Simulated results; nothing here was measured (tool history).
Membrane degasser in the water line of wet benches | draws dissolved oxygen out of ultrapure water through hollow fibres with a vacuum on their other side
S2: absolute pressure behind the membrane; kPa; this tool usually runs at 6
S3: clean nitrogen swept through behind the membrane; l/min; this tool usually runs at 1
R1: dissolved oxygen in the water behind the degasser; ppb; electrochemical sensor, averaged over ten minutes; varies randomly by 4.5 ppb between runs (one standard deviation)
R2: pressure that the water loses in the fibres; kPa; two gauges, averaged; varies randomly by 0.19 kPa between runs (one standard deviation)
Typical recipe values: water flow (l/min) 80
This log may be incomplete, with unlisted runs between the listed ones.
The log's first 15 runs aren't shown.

Run 16, hour 1017.8: usual settings but S3 2.72 l/min. Result: R1 261.1 ppb, R2 37.5 kPa.
Run 17, hour 1092.8: usual settings but S3 2.72 l/min. Result: R1 260.7 ppb, R2 37.24 kPa.
Run 18, hour 1165: usual settings but S3 1.19 l/min. Result: R1 411.9 ppb, R2 37.28 kPa.
Run 19, hour 1256.2: usual settings but water flow (l/min) 60, S2 8.18 kPa, S3 1.19 l/min. Result: R1 513.8 ppb, R2 28.04 kPa.
Run 20, hour 1299: usual settings but water flow (l/min) 74, S2 3.73 kPa, S3 2.59 l/min. Result: R1 110.6 ppb, R2 34.42 kPa.
Run 21, hour 1372.2: usual settings but water flow (l/min) 85, S2 8.29 kPa, S3 2.1 l/min. Result: R1 488.6 ppb, R2 39.58 kPa.
Run 22, hour 1419.6: usual settings but water flow (l/min) 85, S2 8.29 kPa, S3 2.1 l/min. Result: R1 489.7 ppb, R2 39.71 kPa.
Run 23, hour 1476.7: usual settings but water flow (l/min) 60, S3 0.47 l/min. Result: R1 537.6 ppb, R2 28.18 kPa.
Run 24, hour 1542.3: usual settings but water flow (l/min) 60, S3 0.47 l/min. Result: R1 528.4 ppb, R2 28.35 kPa.
Run 25, hour 1592.1: usual settings but water flow (l/min) 79, S2 4.56 kPa. Result: R1 262 ppb, R2 36.99 kPa.
Run 26, hour 1683.6: usual settings but water flow (l/min) 79, S2 4.56 kPa. Result: R1 265.6 ppb, R2 37.42 kPa.
Run 27, hour 1766.2: usual settings but water flow (l/min) 50. Result: R1 287.9 ppb, R2 23.2 kPa.
Run 28, hour 1848.2: usual settings but water flow (l/min) 50, S2 5.7 kPa, S3 1.24 l/min. Result: R1 229.1 ppb, R2 23.21 kPa.
Run 29, hour 1895.6: usual settings but water flow (l/min) 82, S2 10.46 kPa, S3 1.58 l/min. Result: R1 746.3 ppb, R2 38.41 kPa.
Run 30, hour 1968.9: usual settings but water flow (l/min) 62, S2 9.84 kPa. Result: R1 746.2 ppb, R2 29.22 kPa.
Run 31, hour 2044.7: usual settings but water flow (l/min) 88, S2 9.23 kPa, S3 1.12 l/min. Result: R1 833.8 ppb, R2 41.18 kPa.
At hour 2065.2: seals of the vacuum lines changed.
Run 32, hour 2132: usual settings but water flow (l/min) 88, S2 9.23 kPa, S3 1.12 l/min. Result: R1 833.1 ppb, R2 41.34 kPa.
Run 33, hour 2193.1: usual settings but water flow (l/min) 53, S2 3.95 kPa, S3 2.42 l/min. Result: R1 75.2 ppb, R2 24.81 kPa.

3 options for the next run, each taken on its own from the tool as it stands now. Forecast them:
Run A, hour 2266.7: usual settings but water flow (l/min) 73, S3 0.45 l/min. Result: R1 ?, R2 ?.
Run B, hour 2266.7: usual settings but water flow (l/min) 116, S2 3.95 kPa, S3 0.47 l/min. Result: R1 ?, R2 ?.
Run C, hour 2266.7: usual settings but water flow (l/min) 53, S2 4.05 kPa, S3 2.98 l/min. Result: R1 ?, R2 ?.

run     R1     R2
  A  624.7  34.55
  B  358.5  54.85
  C   70.8  24.94
Take away the tool's hidden state, keep each run's random variation, and the runs would have read:
run     R1     R2
  A  624.2  33.72
  B  357.8  53.53
  C   70.7  24.34

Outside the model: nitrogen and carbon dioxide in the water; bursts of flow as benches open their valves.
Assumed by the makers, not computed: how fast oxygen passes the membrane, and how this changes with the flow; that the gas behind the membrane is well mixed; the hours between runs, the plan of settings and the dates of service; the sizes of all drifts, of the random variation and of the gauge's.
